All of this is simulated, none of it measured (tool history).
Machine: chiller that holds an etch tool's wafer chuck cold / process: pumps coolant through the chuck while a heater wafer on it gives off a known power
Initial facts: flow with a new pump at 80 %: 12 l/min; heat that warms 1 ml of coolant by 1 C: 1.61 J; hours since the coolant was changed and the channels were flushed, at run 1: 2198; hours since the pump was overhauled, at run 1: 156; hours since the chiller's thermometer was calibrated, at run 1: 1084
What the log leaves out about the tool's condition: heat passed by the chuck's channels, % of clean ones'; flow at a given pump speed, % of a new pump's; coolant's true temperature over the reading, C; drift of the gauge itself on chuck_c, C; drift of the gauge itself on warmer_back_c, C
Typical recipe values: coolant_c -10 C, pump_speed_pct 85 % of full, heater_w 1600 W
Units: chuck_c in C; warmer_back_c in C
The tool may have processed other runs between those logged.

run   hour  coolant_c  pump_speed_pct  heater_w  hours since the coolant was changed and the channels were flushed  hours since the pump was overhauled  hours since the chiller's thermometer was calibrated  chuck_c  warmer_back_c
  1      0        -10              85      1600                                                               2198                                  156                                                  1084     11.4           4.61
  2   15.3        -10              85      1600                                                               2213                                  171                                                  1099     11.3           4.67
  3   43.5        -10              85      1600                                                               2241                                  199                                                  1128     11.5           4.71
  4   73.3        -10              85      1600                                                               2271                                  229                                                  1157     11.4           4.67
  5  102.9        -10              82      1600                                                               2301                                  259                                                  1187     12.1           4.86
  6    117        -10              82      1600                                                               2315                                  273                                                  1201     12.1           4.89
  7  138.4        -10              82      1600                                                               2336                                  294                                                  1223     12.3           4.86
  8  159.4        -10              82      1600                                                               2357                                  315                                                  1244     12.4           4.88
  9  189.3        -10              82      1564                                                               2387                                  345                                                  1273     11.9           4.76
 10  205.9        -10              85       924                                                               2404                                  362                                                  1290      2.5           2.68
 11  228.9        -10              85       924                                                               2427                                  385                                                  1313      2.6           2.73
 12  246.9        -10              85      1600                                                               2445                                  403                                                  1331     11.8           4.66
 13    277        -10              85      1600                                                               2475                                  433                                                  1361     11.8           4.65
 14  311.1        -10              85      1600                                                               2509                                  467                                                  1395       12           4.68
 15  327.4        -10              85      1600                                                               2525                                  483                                                  1411       12            4.7
 16    351        -10              85      1600                                                               2549                                  507                                                  1435     12.1           4.68
 17  382.4         -3              70      1545                                                               2580                                  538                                                  1466       22           5.62
     385.4  -- chiller's thermometer calibrated
 18  409.2         -5              70      1545                                                               2606                                  564                                                    24       20           5.55
 19  429.6        -10              88       843                                                               2626                                  585                                                    44      1.5           2.36
     452.4  -- chiller's thermometer calibrated, once more
 20  460.8        -10              88       843                                                               2657                                  615                                                     8      1.4           2.35
 21    491        -20              74      1600                                                               2687                                  645                                                    39      4.8           5.45
 22  522.7        -20              74      1600                                                               2719                                  677                                                    70      4.7            5.5
 23  554.1        -10              61      1600                                                               2750                                  708                                                   102     19.2           6.73
 24  581.2        -10              61      1600                                                               2777                                  735                                                   129     19.4           6.71
 25  606.5        -13              85      1244                                                               2802                                  760                                                   154      4.3           3.65
 26    622         -7              72      1600                                                               2818                                  776                                                   170     18.6           5.61
 27  650.7         -7              72      1600                                                               2847                                  805                                                   198     18.6           5.65
 28  674.1        -14              85      1965                                                               2870                                  828                                                   222     13.6            5.8
 29  688.2        -14              85      1965                                                               2884                                  842                                                   236     13.5           5.86
 30    711        -10              70       985                                                               2907                                  865                                                   259      6.3            3.5
 31  736.7        -10              70       985                                                               2933                                  891                                                   284      6.4           3.55

Below are 5 alternative next runs, each starting from the tool's condition after run 31. Predict each:
  A   771        -11              88      1563                                                               2967                                  925                                                   319        ?              ?
  B   771         -4              71      1761                                                               2967                                  925                                                   319        ?              ?
  C   771        -10              70      2011                                                               2967                                  925                                                   319        ?              ?
  D   771        -10              78      1600                                                               2967                                  925                                                   319        ?              ?
  E   771         -7              85      1505                                                               2967                                  925                                                   319        ?              ?

run  chuck_c  warmer_back_c
  A     10.3           4.42
  B     24.8           6.32
  C     23.3           7.29
  D     14.1           5.13
  E     14.2           4.44
With the hidden condition removed and each run's random variation left untouched, the same runs would have given:
run  chuck_c  warmer_back_c
  A      6.6           4.35
  B     19.9           6.24
  C     17.7           7.19
  D       10           5.05
  E     10.6           4.38
